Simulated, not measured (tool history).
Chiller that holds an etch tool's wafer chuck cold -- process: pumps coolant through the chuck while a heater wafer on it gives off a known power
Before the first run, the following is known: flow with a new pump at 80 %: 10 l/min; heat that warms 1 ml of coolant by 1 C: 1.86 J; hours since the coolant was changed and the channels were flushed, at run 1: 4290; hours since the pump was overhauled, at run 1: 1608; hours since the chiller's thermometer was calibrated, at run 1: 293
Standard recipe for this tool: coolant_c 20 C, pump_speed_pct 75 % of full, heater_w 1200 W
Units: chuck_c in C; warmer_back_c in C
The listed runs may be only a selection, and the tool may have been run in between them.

run,hour,coolant_c,pump_speed_pct,heater_w,hours since the coolant was changed and the channels were flushed,hours since the pump was overhauled,hours since the chiller's thermometer was calibrated,chuck_c,warmer_back_c
1,0,20,75,1200,4290,1608,293,31.8,4.18
2,43.7,22,75,1200,4333,1652,337,34.1,4.27
3,115.6,20,75,1200,4405,1724,409,32.1,4.19
4,158.6,20,75,1200,4448,1767,452,32.1,4.22
5,207.8,23,75,1200,4498,1816,501,34.8,4.24
6,251.1,23,75,1200,4541,1859,545,34.9,4.25
7,323.7,23,75,1200,4613,1932,617,35.1,4.22
8,383.1,20,75,1089,4673,1991,677,31,3.78
9,447,20,75,1089,4737,2055,740,31,3.83
10,512,20,91,1089,4802,2120,805,29.3,3.17
11,568.7,20,61,1200,4858,2177,862,34.5,5.3
12,646.8,20,61,1200,4937,2255,940,34.5,5.31
13,688.6,20,61,1200,4978,2297,982,34.8,5.32
14,768.1,20,75,1200,5058,2376,1062,32.4,4.25
15,832.4,20,75,737,5122,2440,1126,27.4,2.65
16,886.3,20,75,900,5176,2494,1180,29.2,3.18

Run 17 is up next; what results do you expect?
17,950.5,20,90,1004,5240,2559,1244,?,?

{"run 17": {"chuck_c": 28.6, "warmer_back_c": 2.89}}
Had the tool carried no hidden state, the very same run would have given chuck_c 27.3 C, warmer_back_c 2.82 C.
